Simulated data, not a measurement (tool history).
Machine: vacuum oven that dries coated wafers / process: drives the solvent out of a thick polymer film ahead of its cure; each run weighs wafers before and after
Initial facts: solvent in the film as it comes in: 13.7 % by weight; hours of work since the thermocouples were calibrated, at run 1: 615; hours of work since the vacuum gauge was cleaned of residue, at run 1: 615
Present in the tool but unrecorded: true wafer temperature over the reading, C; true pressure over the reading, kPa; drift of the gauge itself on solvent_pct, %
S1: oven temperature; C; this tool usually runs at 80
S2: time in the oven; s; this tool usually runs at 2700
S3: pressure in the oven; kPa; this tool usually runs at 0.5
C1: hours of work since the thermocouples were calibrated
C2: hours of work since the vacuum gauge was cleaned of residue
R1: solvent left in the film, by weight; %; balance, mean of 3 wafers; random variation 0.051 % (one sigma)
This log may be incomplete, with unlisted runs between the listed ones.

run,hour,S1,S2,S3,C1,C2,R1
1,0,80,2700,0.5,615,615,1.14
2,15.4,80,2700,0.5,624,624,1.19
3,28.6,80,2700,0.5,632,632,1.26
4,42.7,80,2700,0.5,641,641,1.18
5,59.6,80,2700,0.5,651,651,1.27
6,84.2,80,2700,0.5,666,666,1.21
7,102.7,80,2700,0.5,678,678,1.3
8,128.4,80,2700,0.5,693,693,1.23
9,147.8,80,2700,0.5,705,705,1.14
10,160.5,80,2700,0.5,713,713,1.24
11,185.6,80,2700,0.5,728,728,1.2
12,205.5,80,2700,0.354,741,741,1.18
# hour 208.8: vacuum gauge cleaned of residue and calibrated
13,226.7,93,3240,1.029,753,11,0.59
14,252.7,93,3240,1.029,768,27,0.67
15,266.5,75,2700,0.515,777,35,2.25
# hour 276.5: vacuum gauge cleaned of residue and calibrated, once more
16,286.3,75,3720,0.515,788,6,1.17
17,307.5,93,2700,0.5,801,19,0.27
18,325.2,93,2700,0.5,812,30,0.29
19,341.7,93,2700,0.446,822,40,0.21

5 options for the next run, each taken on its own from the tool as it stands now. Forecast them:
A,361.5,77,3840,1.807,834,52,?
B,361.5,80,1440,1.109,834,52,?
C,361.5,80,2700,1.789,834,52,?
D,361.5,85,2640,0.575,834,52,?
E,361.5,67,3720,0.446,834,52,?

run,R1
A,1.84
B,3.32
C,1.94
D,0.6
E,2.58
Stripped of hidden state, with their random variation kept, the same runs would have yielded:
run,R1
A,1.59
B,2.87
C,1.66
D,0.46
E,2.13
